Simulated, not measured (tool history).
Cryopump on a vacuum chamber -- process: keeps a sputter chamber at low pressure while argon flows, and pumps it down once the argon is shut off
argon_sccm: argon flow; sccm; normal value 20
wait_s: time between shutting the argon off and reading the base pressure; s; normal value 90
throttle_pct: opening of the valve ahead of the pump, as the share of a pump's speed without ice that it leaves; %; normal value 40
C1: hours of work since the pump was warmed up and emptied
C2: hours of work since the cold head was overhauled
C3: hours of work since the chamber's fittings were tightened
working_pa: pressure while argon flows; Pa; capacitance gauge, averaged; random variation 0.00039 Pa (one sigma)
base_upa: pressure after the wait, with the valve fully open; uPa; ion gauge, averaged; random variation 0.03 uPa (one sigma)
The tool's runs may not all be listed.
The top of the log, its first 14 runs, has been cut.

run 15 hour=241.1 | argon_sccm=20 wait_s=154 throttle_pct=40 | C1=401 C2=401 C3=47 | working_pa=0.0802 base_upa=1.09
run 16 hour=251.6 | argon_sccm=20 wait_s=154 throttle_pct=40 | C1=409 C2=409 C3=55 | working_pa=0.0795 base_upa=1.11
run 17 hour=265.0 | argon_sccm=20 wait_s=154 throttle_pct=40 | C1=418 C2=418 C3=64 | working_pa=0.0790 base_upa=1.11
run 18 hour=281.1 | argon_sccm=9 wait_s=244 throttle_pct=24 | C1=430 C2=430 C3=76 | working_pa=0.0590 base_upa=0.86
run 19 hour=294.4 | argon_sccm=9 wait_s=244 throttle_pct=24 | C1=439 C2=439 C3=85 | working_pa=0.0589 base_upa=0.87
run 20 hour=315.4 | argon_sccm=35 wait_s=45 throttle_pct=19 | C1=454 C2=454 C3=100 | working_pa=0.2860 base_upa=2.90
run 21 hour=331.6 | argon_sccm=35 wait_s=45 throttle_pct=19 | C1=465 C2=465 C3=112 | working_pa=0.2870 base_upa=2.92
run 22 hour=342.6 | argon_sccm=20 wait_s=90 throttle_pct=56 | C1=473 C2=473 C3=120 | working_pa=0.0581 base_upa=1.70
run 23 hour=359.0 | argon_sccm=20 wait_s=90 throttle_pct=56 | C1=485 C2=485 C3=131 | working_pa=0.0589 base_upa=1.70

What will run 24 give?
run 24 hour=369.1 | argon_sccm=15 wait_s=241 throttle_pct=56 | C1=492 C2=492 C3=138 | working_pa=? base_upa=?

working_pa: 0.0440 Pa
base_upa: 0.86 uPa
Without the tool's hidden state the same run would have given working_pa 0.0407 Pa, base_upa 0.71 uPa.

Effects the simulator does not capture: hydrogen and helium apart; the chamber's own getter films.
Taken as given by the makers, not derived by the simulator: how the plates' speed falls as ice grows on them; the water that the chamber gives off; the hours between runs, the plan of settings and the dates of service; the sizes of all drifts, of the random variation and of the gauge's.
